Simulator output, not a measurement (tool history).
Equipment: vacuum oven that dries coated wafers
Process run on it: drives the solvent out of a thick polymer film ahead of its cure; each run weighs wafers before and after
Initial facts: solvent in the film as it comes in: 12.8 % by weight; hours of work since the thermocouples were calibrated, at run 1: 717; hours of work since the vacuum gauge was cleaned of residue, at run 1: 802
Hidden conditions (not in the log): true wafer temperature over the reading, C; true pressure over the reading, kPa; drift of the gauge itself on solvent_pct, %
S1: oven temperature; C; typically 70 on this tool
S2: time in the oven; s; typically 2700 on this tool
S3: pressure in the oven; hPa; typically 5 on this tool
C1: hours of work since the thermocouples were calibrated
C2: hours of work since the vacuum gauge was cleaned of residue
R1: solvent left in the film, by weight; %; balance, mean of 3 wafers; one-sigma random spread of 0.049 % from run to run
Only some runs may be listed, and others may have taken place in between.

run	day	S1	S2	S3	C1	C2	R1
1	0	70	2700	5	717	802	0.67
# day 0.221: oven's thermocouples calibrated
2	1.362	77	2700	5	17	822	0.38
3	2.812	77	2700	5	39	844	0.38
4	4.112	56	2700	5	59	863	2.97
5	4.833	70	2700	5	70	874	0.87
6	5.529	70	2700	5	81	885	0.73
7	6.367	70	2700	5	93	898	0.87
8	7.071	70	2700	2.76	104	908	0.75
9	8.338	70	2700	5	123	928	0.93
10	9.708	70	3960	5	144	948	0.45
11	10.446	70	3960	5	155	960	0.47
12	11.75	70	3960	5	175	979	0.51
13	12.358	70	2700	5	184	989	0.86
14	13.629	59	2700	5	203	1008	2.33
15	14.379	59	2700	5	215	1019	2.48
16	15.554	65	2700	5	233	1037	1.42
17	16.288	65	2700	5	244	1048	1.43
18	17.467	65	2700	5	262	1066	1.42
19	18.633	65	2700	5	279	1084	1.36
20	19.692	65	2700	5	295	1100	1.42
21	20.392	65	2700	5	306	1110	1.43
22	21.633	70	2700	18.02	325	1129	1.36
23	22.292	70	2700	18.02	335	1139	1.41
24	23.338	71	3180	5	351	1155	0.67
25	24.288	70	2700	3.55	365	1170	0.8
26	25.425	70	1800	9.61	382	1187	1.87
27	26.438	70	1800	9.61	398	1202	1.83
28	27.283	70	2340	4.64	411	1215	1.12
29	28.038	84	2700	13.43	422	1226	0.53
30	29.154	70	2580	13.16	439	1243	1.26
31	29.8	70	2580	13.16	449	1253	1.27
32	31.3	58	1620	4.82	472	1276	4.39
33	32.4	58	1620	4.82	488	1293	4.3
34	33.129	58	1620	4.82	499	1304	4.33
35	33.888	58	1620	4.82	511	1315	4.31
36	35.308	84	1620	4.82	532	1337	0.52
37	36.333	67	2940	6.13	548	1352	1.02
38	37.146	67	2940	6.13	560	1365	1.11
39	38.329	67	2940	6.13	578	1383	1.02
40	39.188	70	2700	11.82	591	1396	1.18
41	40.612	70	2700	11.82	613	1417	1.13

Measured result minus the same run's result without the hidden state. Both carry the same run-to-run variation, though not necessarily the same gauge scatter:
run	R1
1	+0.02
2	+0.12
3	+0.12
4	+0.35
5	+0.19
6	+0.19
7	+0.19
8	+0.18
9	+0.19
10	+0.16
11	+0.17
12	+0.17
13	+0.2
14	+0.31
15	+0.31
16	+0.25
17	+0.25
18	+0.25
19	+0.24
20	+0.24
21	+0.24
22	+0.21
23	+0.21
24	+0.18
25	+0.19
26	+0.2
27	+0.21
28	+0.21
29	+0.11
30	+0.21
31	+0.2
32	+0.27
33	+0.26
34	+0.26
35	+0.26
36	+0.12
37	+0.23
38	+0.23
39	+0.23
40	+0.2
41	+0.21
